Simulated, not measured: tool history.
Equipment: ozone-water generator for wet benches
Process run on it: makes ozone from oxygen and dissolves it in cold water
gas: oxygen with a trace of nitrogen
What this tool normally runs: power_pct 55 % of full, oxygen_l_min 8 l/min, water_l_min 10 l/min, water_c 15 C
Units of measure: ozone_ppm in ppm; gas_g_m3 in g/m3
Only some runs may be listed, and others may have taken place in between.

run,hour,power_pct,oxygen_l_min,water_l_min,water_c,ozone_ppm,gas_g_m3
1,0,55,8,10,15,38.4,203.7
2,27.3,55,8,10,13,39.7,203.9
3,48.4,47,8,10,15,33,178
4,89,55,8,10,15,37.6,202.8
5,112,55,8,10,15,37.8,203.4
6,131.9,55,8,10,9,43,203.7
7,164.3,55,8,10,9,43.1,203.9
8,199.9,55,8,10,15,37.6,203.3
9,240.6,55,8,10,15,37.5,202.8
10,282.3,55,8,10,15,37.5,201.2
11,327,55,8,10,15,37.5,203.8
12,364.9,55,8,10,15,37.6,201.5
13,409,55,8,10,15,38.1,203.4
14,431.7,96,12.82,12,15,53.3,280.6
15,455.8,96,13.09,12,14,54.4,278.3
16,503.6,96,11.45,12,16,52,290.9
17,536.4,96,11.45,12,16,53,291.3
18,570.5,96,11.45,12,16,53,290.9
# hour 573.5: water thermometer calibrated
19,617.4,68,11.45,12,16,38.5,213.9
# hour 661.4: water thermometer calibrated, once more
20,661.9,95,9.48,12,10,60.1,304.7
21,709.7,48,13.45,12,10,32.3,149.2
22,733.9,48,13.45,12,10,32.7,149.4
23,766.8,86,4.06,6,12,80,375.1
24,792.3,44,4.06,6,12,44.9,209.9
25,820.1,75,4.06,6,12,70.8,334.6
26,859.1,55,8,12,16,32.5,200.3

Subtracting, for every run, the result it would have given without the tool's unlogged condition from the measured result gives the following. The same run-to-run variation enters both numbers; the gauge's scatter may not:
Hidden conditions of the tool in this case: yield of the discharge, % of new electrodes'; contactor's efficiency, % of a clean one's; true water temperature over the reading, C; drift of the gauge itself on ozone_ppm, %; drift of the gauge itself on gas_g_m3, %.
run,ozone_ppm,gas_g_m3
1,-3.4,-4.8
2,-3.5,-4.9
3,-2.7,-3.5
4,-3.4,-5
5,-3.4,-5.1
6,-3.9,-5.1
7,-4,-5.2
8,-3.5,-5.3
9,-3.6,-5.3
10,-3.6,-5.4
11,-3.6,-5.6
12,-3.7,-5.7
13,-3.8,-5.8
14,-6.8,-13.3
15,-7,-13.4
16,-6.8,-14.3
17,-6.9,-14.4
18,-7,-14.6
19,-4.7,-8.3
20,-8.1,-15.9
21,-3.4,-4.1
22,-3.5,-4.1
23,-8,-18.9
24,-3.3,-5.3
25,-6.7,-15.4
26,-3.8,-6.9
